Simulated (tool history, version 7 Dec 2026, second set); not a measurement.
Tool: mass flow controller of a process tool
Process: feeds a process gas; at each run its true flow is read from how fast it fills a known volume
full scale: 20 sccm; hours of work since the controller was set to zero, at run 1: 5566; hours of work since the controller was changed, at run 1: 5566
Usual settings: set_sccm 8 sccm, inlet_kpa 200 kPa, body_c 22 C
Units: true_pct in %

run,day,set_sccm,inlet_kpa,body_c,hours of work since the controller was set to zero,hours of work since the controller was changed,true_pct
1,0.000,8,200,22,5566,5566,92.64
2,3.221,8,200,22,5595,5595,92.55
3,9.729,8,200,30,5654,5654,91.91
4,16.542,8,200,36,5716,5716,91.46
5,21.462,8,200,22,5761,5761,92.45
6,25.204,4,200,22,5795,5795,89.78
7,28.771,4,200,22,5827,5827,89.88
# day 33.792: controller exchanged for a calibrated one
8,35.188,14,189,31,13,13,98.80
9,40.171,14,189,31,58,58,98.90
10,46.038,9,142,22,111,111,99.21
# day 46.404: controller's zero set anew
11,50.346,8,261,22,36,150,98.26
12,54.454,8,261,22,73,188,98.25
# day 60.379: controller's zero set anew, once more
13,61.154,8,261,22,7,249,98.23
14,67.042,8,146,22,61,302,98.84

4 ways to go on from here, each from the tool as it stands after run 14. What would each give?
A,70.792,15,186,23,95,336,?
B,70.792,19,224,21,95,336,?
C,70.792,8,200,21,95,336,?
D,70.792,15,149,29,95,336,?

run,true_pct
A,99.38
B,99.66
C,98.60
D,99.25
Without the tool's hidden state the same runs would have given:
run,true_pct
A,99.65
B,99.92
C,98.92
D,99.52

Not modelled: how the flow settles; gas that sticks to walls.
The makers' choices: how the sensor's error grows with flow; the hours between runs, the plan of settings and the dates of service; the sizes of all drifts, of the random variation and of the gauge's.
